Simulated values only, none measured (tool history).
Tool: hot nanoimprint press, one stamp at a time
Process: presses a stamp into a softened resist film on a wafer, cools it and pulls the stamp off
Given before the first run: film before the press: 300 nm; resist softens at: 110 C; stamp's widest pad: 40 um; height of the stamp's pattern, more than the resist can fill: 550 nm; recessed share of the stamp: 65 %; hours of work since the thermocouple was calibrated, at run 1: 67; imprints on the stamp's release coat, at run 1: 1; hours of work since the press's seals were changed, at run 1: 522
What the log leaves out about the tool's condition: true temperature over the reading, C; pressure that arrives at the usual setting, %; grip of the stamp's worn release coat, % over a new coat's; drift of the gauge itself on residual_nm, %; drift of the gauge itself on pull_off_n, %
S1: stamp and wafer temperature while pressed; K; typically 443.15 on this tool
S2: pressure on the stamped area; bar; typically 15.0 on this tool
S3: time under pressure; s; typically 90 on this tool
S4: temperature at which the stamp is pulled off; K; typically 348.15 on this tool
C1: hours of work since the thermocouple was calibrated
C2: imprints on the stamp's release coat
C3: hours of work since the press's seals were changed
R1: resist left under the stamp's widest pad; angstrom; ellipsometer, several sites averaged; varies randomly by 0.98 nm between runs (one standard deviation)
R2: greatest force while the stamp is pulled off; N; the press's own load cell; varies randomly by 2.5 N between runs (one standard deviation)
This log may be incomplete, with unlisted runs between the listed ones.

{"run": 1, "hour": 0.0, "S1": 443.15, "S2": 15.0, "S3": 90, "S4": 348.15, "C1": 67, "C2": 1, "C3": 522, "R1": 1405, "R2": 112}
{"run": 2, "hour": 50.9, "S1": 443.15, "S2": 15.0, "S3": 90, "S4": 348.15, "C1": 93, "C2": 197, "C3": 547, "R1": 1389, "R2": 111}
{"run": 3, "hour": 138.9, "S1": 443.15, "S2": 15.0, "S3": 90, "S4": 348.15, "C1": 138, "C2": 536, "C3": 592, "R1": 1362, "R2": 119}
{"run": 4, "hour": 194.3, "S1": 443.15, "S2": 15.0, "S3": 90, "S4": 348.15, "C1": 166, "C2": 750, "C3": 620, "R1": 1361, "R2": 122}
{"hour": 243.4, "done": "press's hydraulic seals changed and the load cell set to zero"}
{"run": 5, "hour": 246.0, "S1": 443.15, "S2": 15.0, "S3": 90, "S4": 348.15, "C1": 188, "C2": 918, "C3": 1, "R1": 1347, "R2": 124}
{"run": 6, "hour": 325.2, "S1": 443.15, "S2": 15.0, "S3": 90, "S4": 348.15, "C1": 228, "C2": 1223, "C3": 41, "R1": 1348, "R2": 125}
{"run": 7, "hour": 408.6, "S1": 443.15, "S2": 15.0, "S3": 169, "S4": 348.15, "C1": 270, "C2": 1545, "C3": 83, "R1": 1017, "R2": 136}
{"run": 8, "hour": 494.8, "S1": 443.15, "S2": 15.0, "S3": 90, "S4": 348.15, "C1": 313, "C2": 1877, "C3": 127, "R1": 1312, "R2": 131}
{"hour": 539.8, "done": "plate thermocouple calibrated"}
{"hour": 567.2, "done": "stamp cleaned and given a new release coat"}
{"run": 9, "hour": 567.2, "S1": 453.15, "S2": 15.0, "S3": 90, "S4": 348.15, "C1": 11, "C2": 0, "C3": 159, "R1": 787, "R2": 111}
{"run": 10, "hour": 638.9, "S1": 443.15, "S2": 20.5, "S3": 90, "S4": 348.15, "C1": 47, "C2": 276, "C3": 195, "R1": 1224, "R2": 114}
{"run": 11, "hour": 682.9, "S1": 443.15, "S2": 20.5, "S3": 90, "S4": 348.15, "C1": 69, "C2": 446, "C3": 217, "R1": 1212, "R2": 119}
{"run": 12, "hour": 729.7, "S1": 443.15, "S2": 20.5, "S3": 90, "S4": 348.15, "C1": 93, "C2": 626, "C3": 241, "R1": 1204, "R2": 118}
{"run": 13, "hour": 804.1, "S1": 443.15, "S2": 12.7, "S3": 90, "S4": 348.15, "C1": 130, "C2": 913, "C3": 279, "R1": 1453, "R2": 123}
{"run": 14, "hour": 892.4, "S1": 443.15, "S2": 12.7, "S3": 90, "S4": 348.15, "C1": 175, "C2": 1253, "C3": 323, "R1": 1432, "R2": 128}
{"run": 15, "hour": 972.3, "S1": 443.15, "S2": 12.7, "S3": 90, "S4": 348.15, "C1": 215, "C2": 1561, "C3": 364, "R1": 1428, "R2": 129}
{"run": 16, "hour": 1033.8, "S1": 443.15, "S2": 12.7, "S3": 90, "S4": 348.15, "C1": 246, "C2": 1798, "C3": 395, "R1": 1423, "R2": 140}
{"run": 17, "hour": 1093.1, "S1": 443.15, "S2": 23.8, "S3": 131, "S4": 348.15, "C1": 276, "C2": 2027, "C3": 425, "R1": 919, "R2": 141}
{"hour": 1128.4, "done": "stamp cleaned and given a new release coat"}
{"run": 18, "hour": 1145.9, "S1": 443.15, "S2": 23.8, "S3": 131, "S4": 348.15, "C1": 300, "C2": 67, "C3": 448, "R1": 927, "R2": 106}
{"hour": 1224.5, "done": "plate thermocouple calibrated"}
{"run": 19, "hour": 1239.9, "S1": 443.15, "S2": 23.8, "S3": 131, "S4": 348.15, "C1": 8, "C2": 418, "C3": 494, "R1": 995, "R2": 118}
{"run": 20, "hour": 1337.5, "S1": 443.15, "S2": 23.8, "S3": 131, "S4": 348.15, "C1": 57, "C2": 794, "C3": 543, "R1": 971, "R2": 125}
{"run": 21, "hour": 1436.8, "S1": 436.15, "S2": 17.7, "S3": 131, "S4": 348.15, "C1": 107, "C2": 1177, "C3": 594, "R1": 1663, "R2": 128}
{"run": 22, "hour": 1517.9, "S1": 436.15, "S2": 11.9, "S3": 168, "S4": 347.15, "C1": 148, "C2": 1489, "C3": 635, "R1": 1741, "R2": 137}
{"hour": 1535.7, "done": "press's hydraulic seals changed and the load cell set to zero"}
{"run": 23, "hour": 1603.9, "S1": 442.15, "S2": 14.9, "S3": 57, "S4": 354.15, "C1": 188, "C2": 1790, "C3": 34, "R1": 1672, "R2": 115}
{"hour": 1694.0, "done": "stamp cleaned and given a new release coat"}
{"run": 24, "hour": 1694.0, "S1": 442.15, "S2": 14.9, "S3": 57, "S4": 354.15, "C1": 230, "C2": 0, "C3": 77, "R1": 1656, "R2": 91}
{"run": 25, "hour": 1764.2, "S1": 435.15, "S2": 15.0, "S3": 90, "S4": 344.15, "C1": 265, "C2": 271, "C3": 112, "R1": 2028, "R2": 122}
{"run": 26, "hour": 1823.7, "S1": 454.15, "S2": 23.5, "S3": 47, "S4": 352.15, "C1": 296, "C2": 500, "C3": 142, "R1": 772, "R2": 100}
{"hour": 1903.4, "done": "plate thermocouple calibrated"}
{"run": 27, "hour": 1904.6, "S1": 449.15, "S2": 14.3, "S3": 144, "S4": 338.15, "C1": 1, "C2": 800, "C3": 182, "R1": 823, "R2": 153}
{"run": 28, "hour": 1983.4, "S1": 448.15, "S2": 14.3, "S3": 144, "S4": 338.15, "C1": 40, "C2": 1104, "C3": 222, "R1": 878, "R2": 159}
{"run": 29, "hour": 2054.9, "S1": 443.15, "S2": 15.0, "S3": 90, "S4": 351.15, "C1": 77, "C2": 1379, "C3": 258, "R1": 1382, "R2": 122}

Forecast each of these 5 alternatives for the next run:
{"run": "A", "hour": 2129.7, "S1": 443.15, "S2": 12.0, "S3": 90, "S4": 351.15, "C1": 114, "C2": 1667, "C3": 295, "R1": "?", "R2": "?"}
{"run": "B", "hour": 2129.7, "S1": 443.15, "S2": 10.3, "S3": 122, "S4": 346.15, "C1": 114, "C2": 1667, "C3": 295, "R1": "?", "R2": "?"}
{"run": "C", "hour": 2129.7, "S1": 440.15, "S2": 15.0, "S3": 90, "S4": 353.15, "C1": 114, "C2": 1667, "C3": 295, "R1": "?", "R2": "?"}
{"run": "D", "hour": 2129.7, "S1": 443.15, "S2": 13.0, "S3": 51, "S4": 351.15, "C1": 114, "C2": 1667, "C3": 295, "R1": "?", "R2": "?"}
{"run": "E", "hour": 2129.7, "S1": 439.15, "S2": 9.4, "S3": 90, "S4": 336.15, "C1": 114, "C2": 1667, "C3": 295, "R1": "?", "R2": "?"}

run=A R1=1508 R2=126
run=B R1=1415 R2=140
run=C R1=1612 R2=116
run=D R1=1774 R2=122
run=E R1=1983 R2=185
What these runs would have given with no unlogged condition in the tool:
run=A R1=1532 R2=105
run=B R1=1438 R2=116
run=C R1=1637 R2=96
run=D R1=1798 R2=101
run=E R1=2009 R2=153
